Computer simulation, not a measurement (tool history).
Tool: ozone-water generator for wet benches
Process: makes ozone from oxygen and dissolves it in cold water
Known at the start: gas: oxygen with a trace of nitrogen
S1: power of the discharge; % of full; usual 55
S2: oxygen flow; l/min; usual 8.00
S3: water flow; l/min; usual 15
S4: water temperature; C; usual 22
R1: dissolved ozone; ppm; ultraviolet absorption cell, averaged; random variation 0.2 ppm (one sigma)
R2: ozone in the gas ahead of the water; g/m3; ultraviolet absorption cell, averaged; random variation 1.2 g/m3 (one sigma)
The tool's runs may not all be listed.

run	hour	S1	S2	S3	S4	R1	R2
1	0.0	55	8.00	15	22	27.6	210.3
2	73.6	55	8.00	15	22	27.5	209.3
3	145.6	55	8.00	15	22	27.5	209.4
4	235.4	80	8.00	15	22	33.2	253.0
5	296.4	80	8.00	15	22	33.1	252.9
6	387.4	55	8.00	15	21	28.1	210.8
7	470.5	55	8.00	15	21	27.9	210.0
8	572.9	53	8.00	15	22	26.5	206.1
9	634.4	53	8.00	15	20	27.5	206.0
10	693.6	90	8.00	15	22	35.1	270.0
11	780.5	90	8.00	15	22	34.9	268.9
# hour 877.8: water thermometer calibrated
12	877.8	90	8.00	15	22	34.6	268.2
13	948.0	90	8.00	15	22	34.7	269.3
14	1003.1	90	8.00	15	26	31.8	266.3
15	1078.1	90	8.00	15	26	31.9	266.7
16	1164.2	55	8.00	15	22	27.3	208.4
17	1214.7	55	8.21	15	22	26.8	204.4
18	1266.8	44	8.21	13	15	30.9	184.6
# hour 1279.0: water thermometer calibrated, once more
19	1377.8	44	8.21	13	15	31.0	184.7
20	1478.7	69	7.11	15	20	32.4	246.5
21	1584.8	69	6.48	15	17	34.2	262.2
22	1698.6	60	8.42	16	16	29.5	209.5
23	1807.0	60	8.42	16	16	29.9	209.0
24	1873.9	51	5.21	19	16	24.5	253.0
25	1925.5	55	13.74	11	30	22.2	153.3
26	2035.6	48	12.93	22	20	17.2	146.3
27	2084.6	48	12.93	22	20	17.5	148.3
28	2148.4	43	11.85	13	19	24.9	145.9
29	2244.3	43	11.85	13	19	24.8	147.4
30	2317.8	40	5.78	16	22	22.6	209.0
31	2411.7	43	8.00	15	14	27.3	182.5
32	2528.7	51	4.69	15	22	27.4	262.6
33	2604.6	46	4.82	18	22	22.0	250.2

Some steps in R1 between neighbouring runs. How much of each would the tool show without its hidden state too (settings, what came in, random variation), and how much is left for the hidden state, with any gauge scatter that isn't in both results?
The hidden state here: yield of the discharge, % of new electrodes'; contactor's efficiency, % of a clean one's; true water temperature over the reading, C; drift of the gauge itself on ozone_ppm, %; drift of the gauge itself on gas_g_m3, %.
Run 3 -> 4: S1 55 -> 80. R1 +5.7 ppm: hidden state -0.7, all else +6.4.
Run 9 -> 10: S1 53 -> 90, S4 20 -> 22. R1 +7.6 ppm: hidden state -0.9, all else +8.5.
Run 15 -> 16: S1 90 -> 55, S4 26 -> 22. R1 -4.6 ppm: hidden state +0.7, all else -5.3.
Run 27 -> 28: S1 48 -> 43, S2 12.93 -> 11.85, S3 22 -> 13, S4 20 -> 19. R1 +7.4 ppm: hidden state -0.4, all else +7.8.

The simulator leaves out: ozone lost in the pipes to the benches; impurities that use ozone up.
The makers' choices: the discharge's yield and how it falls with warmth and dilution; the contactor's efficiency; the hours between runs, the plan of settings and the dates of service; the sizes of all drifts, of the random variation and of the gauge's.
